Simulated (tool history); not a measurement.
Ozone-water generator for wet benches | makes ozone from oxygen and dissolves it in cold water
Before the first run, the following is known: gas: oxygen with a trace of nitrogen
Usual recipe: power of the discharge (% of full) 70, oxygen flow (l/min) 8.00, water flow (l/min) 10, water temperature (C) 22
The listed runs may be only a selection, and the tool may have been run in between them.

run     day  power of the discharge (% of full)  oxygen flow (l/min)  water flow (l/min)  water temperature (C)  dissolved ozone (ppm)  ozone in the gas ahead of the water (g/m3)
  1   0.000                                  70                 8.00                  10                     22                   34.5                                       225.7
  2   0.812                                  70                 8.00                  10                     22                   34.7                                       224.5
  3   2.042                                  70                 8.00                  10                     22                   34.1                                       225.5
  4   3.375                                  70                 8.00                  10                     22                   34.8                                       225.4
  5   4.321                                  70                 8.00                  10                     22                   34.9                                       224.9
  6   5.533                                  70                 8.00                  10                     22                   34.3                                       223.3
  7   6.300                                  70                 8.00                  10                     22                   34.8                                       226.3
  8   7.038                                  70                 8.00                  10                     14                   41.3                                       221.6
  9   7.979                                  70                 8.00                  10                     14                   41.0                                       224.9
 10   8.808                                  70                 8.00                  10                     22                   34.9                                       223.4
 11   9.871                                  70                 8.00                  10                     22                   34.6                                       222.8
 12  11.071                                  70                 8.00                  10                     22                   34.7                                       223.6
 13  12.212                                  70                14.30                  10                     22                   26.5                                       153.9
 14  13.279                                  70                14.30                  10                     22                   26.7                                       153.9
 15  13.975                                  70                 8.00                  10                     22                   34.0                                       223.7
 16  15.104                                  70                 8.00                  10                     23                   33.5                                       224.7
 17  16.262                                  87                14.20                   8                     22                   33.7                                       181.8
 18  17.075                                  41                 7.30                  12                     27                   19.6                                       162.4
 19  18.408                                  41                 7.30                  12                     27                   19.7                                       160.4
 20  19.188                                  74                 7.30                   6                     27                   40.3                                       247.0
 21  20.121                                  74                 7.30                   6                     27                   40.0                                       248.5
 22  20.692                                  74                 7.30                   6                     27                   40.9                                       248.1
 23  21.879                                  44                 6.36                  10                     14                   31.5                                       185.1
 24  22.983                                  70                13.85                  10                     23                   26.2                                       158.2
 25  23.729                                  78                 6.09                  10                     19                   43.4                                       286.2
 26  24.462                                  53                 8.00                  10                     22                   28.1                                       182.3
 27  25.579                                  86                 5.40                  11                     21                   43.4                                       331.7
 28  26.408                                  55                 8.44                  10                     22                   27.9                                       182.3
 29  27.021                                  55                 8.44                  10                     22                   28.1                                       183.1

The logged runs with the hidden state left out (each run's random variation unchanged):
The hidden state here: yield of the discharge, % of new electrodes'; contactor's efficiency, % of a clean one's; true water temperature over the reading, C; drift of the gauge itself on ozone_ppm, %; drift of the gauge itself on gas_g_m3, %.
run  dissolved ozone (ppm)  ozone in the gas ahead of the water (g/m3)
  1                   35.3                                       226.7
  2                   35.6                                       225.5
  3                   35.0                                       226.7
  4                   35.7                                       226.7
  5                   35.8                                       226.3
  6                   35.2                                       224.8
  7                   35.8                                       227.9
  8                   42.5                                       223.3
  9                   42.2                                       226.8
 10                   36.0                                       225.3
 11                   35.6                                       224.9
 12                   35.8                                       225.8
 13                   27.3                                       155.5
 14                   27.5                                       155.6
 15                   35.1                                       226.2
 16                   34.6                                       227.3
 17                   34.8                                       184.4
 18                   20.2                                       163.7
 19                   20.3                                       161.8
 20                   41.6                                       250.5
 21                   41.3                                       252.2
 22                   42.3                                       251.8
 23                   32.6                                       186.9
 24                   27.3                                       160.7
 25                   45.1                                       291.1
 26                   29.1                                       184.7
 27                   45.3                                       338.2
 28                   28.9                                       184.9
 29                   29.1                                       185.7
